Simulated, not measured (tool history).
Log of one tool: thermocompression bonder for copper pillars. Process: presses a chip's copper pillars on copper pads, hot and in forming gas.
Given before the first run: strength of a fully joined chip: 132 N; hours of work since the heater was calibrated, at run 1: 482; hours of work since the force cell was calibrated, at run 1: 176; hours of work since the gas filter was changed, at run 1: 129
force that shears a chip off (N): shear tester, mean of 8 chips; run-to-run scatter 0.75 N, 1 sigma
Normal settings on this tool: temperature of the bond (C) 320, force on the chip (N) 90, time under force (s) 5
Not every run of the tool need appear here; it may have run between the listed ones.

| run | hour | temperature of the bond (C) | force on the chip (N) | time under force (s) | hours of work since the heater was calibrated | hours of work since the force cell was calibrated | hours of work since the gas filter was changed | force that shears a chip off (N) |
|---|---|---|---|---|---|---|---|---|
| 1 | 0.0 | 320 | 90 | 5 | 482 | 176 | 129 | 72.3 |
| 2 | 29.5 | 296 | 90 | 5 | 496 | 190 | 143 | 50.5 |
| 3 | 86.4 | 320 | 90 | 14 | 523 | 217 | 170 | 94.2 |
| 4 | 131.8 | 320 | 90 | 14 | 545 | 239 | 192 | 93.9 |
| 5 | 191.6 | 341 | 90 | 5 | 573 | 268 | 220 | 86.5 |
| 6 | 234.4 | 323 | 90 | 5 | 594 | 288 | 240 | 73.1 |
| 7 | 263.7 | 323 | 75 | 5 | 607 | 302 | 254 | 65.9 |
| 8 | 307.4 | 320 | 90 | 5 | 628 | 323 | 275 | 69.3 |
| 9 | 346.1 | 320 | 90 | 5 | 647 | 341 | 294 | 67.9 |
| 10 | 384.7 | 320 | 90 | 12 | 665 | 360 | 312 | 87.3 |
| 11 | 427.9 | 320 | 90 | 5 | 686 | 380 | 333 | 67.6 |
| 12 | 466.3 | 341 | 90 | 5 | 704 | 399 | 351 | 83.0 |
| 13 | 507.3 | 341 | 90 | 5 | 724 | 418 | 370 | 83.3 |
| 14 | 565.5 | 320 | 90 | 5 | 751 | 446 | 398 | 66.2 |
| 15 | 602.4 | 320 | 90 | 5 | 769 | 463 | 416 | 65.0 |
|  | 608.3 | forming gas filter changed |
| 16 | 659.3 | 320 | 90 | 15 | 796 | 490 | 24 | 96.3 |
| 17 | 695.6 | 320 | 90 | 15 | 813 | 508 | 42 | 97.5 |
| 18 | 754.3 | 320 | 90 | 15 | 841 | 536 | 70 | 97.3 |
| 19 | 796.7 | 320 | 90 | 15 | 861 | 556 | 90 | 95.0 |
|  | 827.2 | heater calibrated with a thermocouple chip |
| 20 | 856.8 | 320 | 90 | 15 | 14 | 583 | 117 | 101.0 |
| 21 | 904.4 | 297 | 101 | 5 | 37 | 606 | 140 | 58.5 |
| 22 | 961.4 | 297 | 101 | 5 | 64 | 633 | 167 | 58.7 |
| 23 | 1005.9 | 297 | 55 | 5 | 85 | 654 | 189 | 41.4 |
| 24 | 1062.2 | 297 | 55 | 5 | 112 | 681 | 215 | 41.3 |
| 25 | 1104.8 | 302 | 90 | 4 | 132 | 702 | 236 | 52.4 |
| 26 | 1150.2 | 345 | 126 | 12 | 154 | 723 | 257 | 114.9 |
| 27 | 1205.2 | 320 | 106 | 6 | 180 | 749 | 284 | 80.8 |
| 28 | 1255.6 | 320 | 106 | 6 | 204 | 773 | 308 | 80.2 |
| 29 | 1280.8 | 324 | 105 | 8 | 216 | 785 | 320 | 90.9 |
| 30 | 1325.9 | 324 | 105 | 8 | 238 | 807 | 341 | 87.7 |
| 31 | 1384.4 | 324 | 105 | 8 | 266 | 835 | 369 | 86.6 |
| 32 | 1417.6 | 324 | 97 | 5 | 281 | 851 | 385 | 74.5 |
| 33 | 1468.5 | 320 | 90 | 9 | 306 | 875 | 409 | 80.3 |
|  | 1487.8 | forming gas filter changed |
| 34 | 1493.3 | 320 | 54 | 6 | 317 | 886 | 3 | 62.8 |
| 35 | 1519.2 | 342 | 90 | 5 | 330 | 899 | 15 | 92.8 |
| 36 | 1555.4 | 326 | 90 | 5 | 347 | 916 | 32 | 81.7 |
| 37 | 1593.7 | 293 | 90 | 5 | 365 | 934 | 50 | 50.6 |
| 38 | 1620.2 | 305 | 90 | 13 | 378 | 947 | 63 | 83.9 |
| 39 | 1652.4 | 326 | 70 | 6 | 393 | 962 | 78 | 74.6 |
| 40 | 1678.7 | 317 | 58 | 6 | 406 | 975 | 91 | 62.3 |

Branching from run 40: 4 alternative next runs. What would each branch give?
| A | 1722.3 | 350 | 58 | 6 | 426 | 996 | 112 | ? |
| B | 1722.3 | 317 | 58 | 10 | 426 | 996 | 112 | ? |
| C | 1722.3 | 317 | 58 | 12 | 426 | 996 | 112 | ? |
| D | 1722.3 | 317 | 120 | 6 | 426 | 996 | 112 | ? |

| run | force that shears a chip off (N) |
|---|---|
| A | 87.4 |
| B | 73.3 |
| C | 78.2 |
| D | 83.6 |
Without the tool's hidden state the same runs would have given:
| run | force that shears a chip off (N) |
|---|---|
| A | 90.9 |
| B | 76.7 |
| C | 81.8 |
| D | 87.4 |

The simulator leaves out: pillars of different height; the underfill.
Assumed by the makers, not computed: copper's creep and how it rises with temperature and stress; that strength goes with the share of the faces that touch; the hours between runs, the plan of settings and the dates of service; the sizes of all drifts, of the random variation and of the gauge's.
